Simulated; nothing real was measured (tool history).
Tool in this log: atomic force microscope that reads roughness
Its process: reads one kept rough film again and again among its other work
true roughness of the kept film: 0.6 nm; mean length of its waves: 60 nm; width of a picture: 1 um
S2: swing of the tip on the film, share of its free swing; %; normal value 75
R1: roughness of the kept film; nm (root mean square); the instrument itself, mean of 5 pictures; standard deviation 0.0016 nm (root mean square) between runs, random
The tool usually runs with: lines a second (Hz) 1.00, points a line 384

{"run": 1, "hour": 0.0, "lines a second (Hz)": 1.0, "S2": 75, "points a line": 384, "R1": 0.564}
{"run": 2, "hour": 13.6, "lines a second (Hz)": 1.0, "S2": 75, "points a line": 384, "R1": 0.564}
{"run": 3, "hour": 26.2, "lines a second (Hz)": 1.0, "S2": 75, "points a line": 384, "R1": 0.564}
{"run": 4, "hour": 40.3, "lines a second (Hz)": 1.0, "S2": 75, "points a line": 384, "R1": 0.56}
{"run": 5, "hour": 51.5, "lines a second (Hz)": 1.0, "S2": 75, "points a line": 384, "R1": 0.559}
{"run": 6, "hour": 73.7, "lines a second (Hz)": 1.0, "S2": 87, "points a line": 384, "R1": 0.547}
{"run": 7, "hour": 86.7, "lines a second (Hz)": 1.0, "S2": 87, "points a line": 384, "R1": 0.546}
{"run": 8, "hour": 99.8, "lines a second (Hz)": 1.0, "S2": 87, "points a line": 384, "R1": 0.546}
{"run": 9, "hour": 117.5, "lines a second (Hz)": 1.0, "S2": 87, "points a line": 384, "R1": 0.544}
{"run": 10, "hour": 140.4, "lines a second (Hz)": 1.0, "S2": 87, "points a line": 384, "R1": 0.545}
{"run": 11, "hour": 155.5, "lines a second (Hz)": 0.63, "S2": 87, "points a line": 384, "R1": 0.563}
{"run": 12, "hour": 178.4, "lines a second (Hz)": 0.85, "S2": 87, "points a line": 384, "R1": 0.55}
{"run": 13, "hour": 202.6, "lines a second (Hz)": 0.85, "S2": 87, "points a line": 384, "R1": 0.55}
{"run": 14, "hour": 220.4, "lines a second (Hz)": 1.09, "S2": 75, "points a line": 384, "R1": 0.562}
{"run": 15, "hour": 230.8, "lines a second (Hz)": 1.09, "S2": 75, "points a line": 384, "R1": 0.56}
{"run": 16, "hour": 248.6, "lines a second (Hz)": 1.09, "S2": 60, "points a line": 420, "R1": 0.578}
{"run": 17, "hour": 265.1, "lines a second (Hz)": 0.5, "S2": 76, "points a line": 420, "R1": 0.574}
{"run": 18, "hour": 282.0, "lines a second (Hz)": 3.06, "S2": 68, "points a line": 609, "R1": 0.543}
{"run": 19, "hour": 303.4, "lines a second (Hz)": 3.06, "S2": 88, "points a line": 686, "R1": 0.461}
{"run": 20, "hour": 325.5, "lines a second (Hz)": 3.06, "S2": 88, "points a line": 686, "R1": 0.456}
{"run": 21, "hour": 339.6, "lines a second (Hz)": 3.06, "S2": 60, "points a line": 258, "R1": 0.561}
{"run": 22, "hour": 349.6, "lines a second (Hz)": 1.97, "S2": 75, "points a line": 384, "R1": 0.541}
{"run": 23, "hour": 366.5, "lines a second (Hz)": 0.63, "S2": 79, "points a line": 264, "R1": 0.576}
{"run": 24, "hour": 379.8, "lines a second (Hz)": 0.54, "S2": 85, "points a line": 384, "R1": 0.57}
{"run": 25, "hour": 390.9, "lines a second (Hz)": 0.73, "S2": 85, "points a line": 278, "R1": 0.558}
{"run": 26, "hour": 404.6, "lines a second (Hz)": 0.73, "S2": 85, "points a line": 278, "R1": 0.562}
{"run": 27, "hour": 426.1, "lines a second (Hz)": 0.8, "S2": 85, "points a line": 814, "R1": 0.558}
{"run": 28, "hour": 448.8, "lines a second (Hz)": 0.8, "S2": 85, "points a line": 814, "R1": 0.551}
{"run": 29, "hour": 468.8, "lines a second (Hz)": 2.26, "S2": 78, "points a line": 256, "R1": 0.518}

Put back what was entered between runs (4 entries, withheld): which listed runs does each sit between, and how does the hidden state differ from the listed run before to the listed run after?
Logged between run 5 and run 6: new tip fitted (hour 53.6)
  radius of the tip, nm: 28.4 -> 9
  measured less the result without the state, R1: -0.006 -> +0.002 nm (root mean square)
Logged between run 17 and run 18: new tip fitted (hour 275.2)
  radius of the tip, nm: 25.8 -> 8.3; height scale over the true one, %: 0.43 -> 0.44
  measured less the result without the state, R1: -0.005 -> +0.002 nm (root mean square)
Logged between run 19 and run 20: height scale calibrated on a step standard (hour 305.6)
  radius of the tip, nm: 10.2 -> 12.1; height scale over the true one, %: 0.45 -> 0.63
  measured less the result without the state, R1: +0.001 -> +0.001 nm (root mean square)
Logged between run 27 and run 28: height scale calibrated on a step standard, once more (hour 429.0)
  radius of the tip, nm: 21 -> 23; height scale over the true one, %: 0.67 -> -0.15
  measured less the result without the state, R1: -0.001 -> -0.006 nm (root mean square)
